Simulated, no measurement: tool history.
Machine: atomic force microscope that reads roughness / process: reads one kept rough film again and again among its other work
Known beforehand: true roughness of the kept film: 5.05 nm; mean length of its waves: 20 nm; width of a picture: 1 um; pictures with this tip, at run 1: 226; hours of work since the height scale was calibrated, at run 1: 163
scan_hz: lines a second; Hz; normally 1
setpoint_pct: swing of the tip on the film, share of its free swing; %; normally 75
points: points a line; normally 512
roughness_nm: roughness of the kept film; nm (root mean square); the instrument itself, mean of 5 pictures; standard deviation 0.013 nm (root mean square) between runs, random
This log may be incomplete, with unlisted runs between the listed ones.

run,hour,scan_hz,setpoint_pct,points,pictures with this tip,hours of work since the height scale was calibrated,roughness_nm
1,0,1,75,512,226,163,1.75
2,13,1,75,512,239,169,1.681
3,19.8,1,75,449,247,172,1.657
4,26.6,1,75,339,254,175,1.626
5,33.2,1,75,339,261,178,1.592
6,44.4,1,75,512,273,182,1.587
7,53.5,1,75,512,283,186,1.556
8,61.6,1,81,371,292,190,1.474
# hour 63.7: height scale calibrated on a step standard
9,75.3,1,81,371,305,5,1.433
10,81,0.6,75,512,312,7,1.509
# hour 91.2: new tip fitted
11,94.3,1.33,86,915,3,13,2.776

Table of differences, measured result less the result of that run with no hidden state. Run-to-run variation is the same in both. Gauge scatter possibly is not:
Unlogged tool condition in this case: radius of the tip, nm; height scale over the true one, %; drift of the gauge itself on roughness_nm, %.
run,roughness_nm
1,-1.35
2,-1.389
3,-1.418
4,-1.435
5,-1.458
6,-1.516
7,-1.536
8,-1.507
9,-1.54
10,-1.659
11,-0.065
